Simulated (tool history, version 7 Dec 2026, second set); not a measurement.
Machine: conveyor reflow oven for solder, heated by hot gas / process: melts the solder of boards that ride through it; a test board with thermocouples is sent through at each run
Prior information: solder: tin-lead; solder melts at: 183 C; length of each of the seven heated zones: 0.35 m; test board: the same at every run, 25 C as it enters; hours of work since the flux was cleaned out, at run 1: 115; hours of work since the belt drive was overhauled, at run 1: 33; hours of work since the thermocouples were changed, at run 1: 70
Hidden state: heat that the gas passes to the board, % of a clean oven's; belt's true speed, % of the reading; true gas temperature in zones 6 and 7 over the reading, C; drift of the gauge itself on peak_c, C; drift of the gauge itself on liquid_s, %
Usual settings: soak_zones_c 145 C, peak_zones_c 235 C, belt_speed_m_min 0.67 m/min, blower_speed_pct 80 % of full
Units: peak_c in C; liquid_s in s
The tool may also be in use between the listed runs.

run,hour,soak_zones_c,peak_zones_c,belt_speed_m_min,blower_speed_pct,hours of work since the flux was cleaned out,hours of work since the belt drive was overhauled,hours of work since the thermocouples were changed,peak_c,liquid_s
1,0,145,235,0.67,80,115,33,70,223.6,53.25
2,18.6,145,235,0.67,80,125,43,79,223.4,53.13
3,50,145,235,0.67,80,140,58,95,223.4,53.14
4,71.6,145,235,0.67,80,151,69,105,223.7,53.37
5,105.2,145,235,0.67,80,168,86,122,223.1,53.34
6,123.5,145,235,0.67,80,177,95,131,223.2,53.39
7,148,145,235,0.67,80,189,107,143,223.7,53.17
8,177.2,145,235,0.67,80,203,121,158,223.5,53.3

Run 9, settings as shown, results not yet in. Your forecast:
9,194.3,145,240,0.67,72,212,130,166,?,?

peak_c: 226.8 C
liquid_s: 54.68 s
Take away the tool's hidden state, keep the run-to-run variation as it was, and the same run would have given peak_c 226.9 C, liquid_s 54.71 s.
